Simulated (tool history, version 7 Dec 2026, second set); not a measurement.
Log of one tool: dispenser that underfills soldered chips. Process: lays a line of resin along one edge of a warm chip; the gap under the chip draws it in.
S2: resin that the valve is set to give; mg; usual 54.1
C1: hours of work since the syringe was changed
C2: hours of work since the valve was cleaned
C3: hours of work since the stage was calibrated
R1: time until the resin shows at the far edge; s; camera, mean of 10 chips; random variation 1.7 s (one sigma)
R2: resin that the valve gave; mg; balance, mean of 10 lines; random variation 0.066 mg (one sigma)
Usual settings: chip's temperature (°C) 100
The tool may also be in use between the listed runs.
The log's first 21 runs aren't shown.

{"run": 22, "day": 8.012, "chip's temperature (°C)": 96, "S2": 59.3, "C1": 7, "C2": 29, "C3": 234, "R1": 267.5, "R2": 58.89}
{"day": 8.3, "done": "new syringe of resin"}
{"run": 23, "day": 8.308, "chip's temperature (°C)": 101, "S2": 48.5, "C1": 0, "C2": 33, "C3": 238, "R1": 170.4, "R2": 48.1}
{"run": 24, "day": 8.6, "chip's temperature (°C)": 107, "S2": 62.9, "C1": 5, "C2": 38, "C3": 243, "R1": 153.7, "R2": 62.17}
{"run": 25, "day": 8.925, "chip's temperature (°C)": 95, "S2": 62.9, "C1": 9, "C2": 43, "C3": 248, "R1": 324.0, "R2": 62.07}
{"day": 8.983, "done": "new syringe of resin"}
{"run": 26, "day": 9.292, "chip's temperature (°C)": 111, "S2": 54.1, "C1": 5, "C2": 48, "C3": 253, "R1": 133.8, "R2": 53.31}
{"day": 9.517, "done": "dispensing valve cleaned and set on the balance"}
{"day": 9.708, "done": "new syringe of resin"}
{"run": 27, "day": 9.708, "chip's temperature (°C)": 105, "S2": 54.4, "C1": 0, "C2": 3, "C3": 258, "R1": 139.5, "R2": 54.58}
{"run": 28, "day": 9.946, "chip's temperature (°C)": 98, "S2": 54.1, "C1": 4, "C2": 6, "C3": 262, "R1": 221.2, "R2": 54.21}
{"day": 10.404, "done": "new syringe of resin"}
{"run": 29, "day": 10.5, "chip's temperature (°C)": 113, "S2": 46.5, "C1": 1, "C2": 15, "C3": 270, "R1": 108.1, "R2": 46.32}
{"run": 30, "day": 10.733, "chip's temperature (°C)": 95, "S2": 54.0, "C1": 5, "C2": 18, "C3": 274, "R1": 271.7, "R2": 53.98}
{"day": 11.088, "done": "new syringe of resin"}
{"run": 31, "day": 11.183, "chip's temperature (°C)": 90, "S2": 48.5, "C1": 1, "C2": 25, "C3": 280, "R1": 306.1, "R2": 48.27}
{"run": 32, "day": 11.642, "chip's temperature (°C)": 105, "S2": 58.2, "C1": 8, "C2": 32, "C3": 287, "R1": 200.0, "R2": 57.76}
{"day": 11.783, "done": "new syringe of resin"}
{"run": 33, "day": 12.117, "chip's temperature (°C)": 105, "S2": 70.3, "C1": 5, "C2": 39, "C3": 294, "R1": 170.7, "R2": 69.68}
{"run": 34, "day": 12.367, "chip's temperature (°C)": 87, "S2": 62.5, "C1": 9, "C2": 42, "C3": 298, "R1": 476.2, "R2": 61.91}

Forecast each of these 3 alternatives for the next run:
{"day": 12.488, "done": "new syringe of resin"}
{"run": "A", "day": 12.771, "chip's temperature (°C)": 87, "S2": 67.7, "C1": 4, "C2": 48, "C3": 304, "R1": "?", "R2": "?"}
{"day": 12.488, "done": "new syringe of resin"}
{"run": "B", "day": 12.771, "chip's temperature (°C)": 87, "S2": 56.2, "C1": 4, "C2": 48, "C3": 304, "R1": "?", "R2": "?"}
{"day": 12.488, "done": "new syringe of resin"}
{"run": "C", "day": 12.771, "chip's temperature (°C)": 96, "S2": 54.1, "C1": 4, "C2": 48, "C3": 304, "R1": "?", "R2": "?"}

run=A R1=394.6 R2=66.85
run=B R1=396.9 R2=55.51
run=C R1=260.7 R2=53.45
Without the tool's hidden state the same runs would have given:
run=A R1=299.8 R2=67.72
run=B R1=301.2 R2=56.24
run=C R1=198.6 R2=54.15
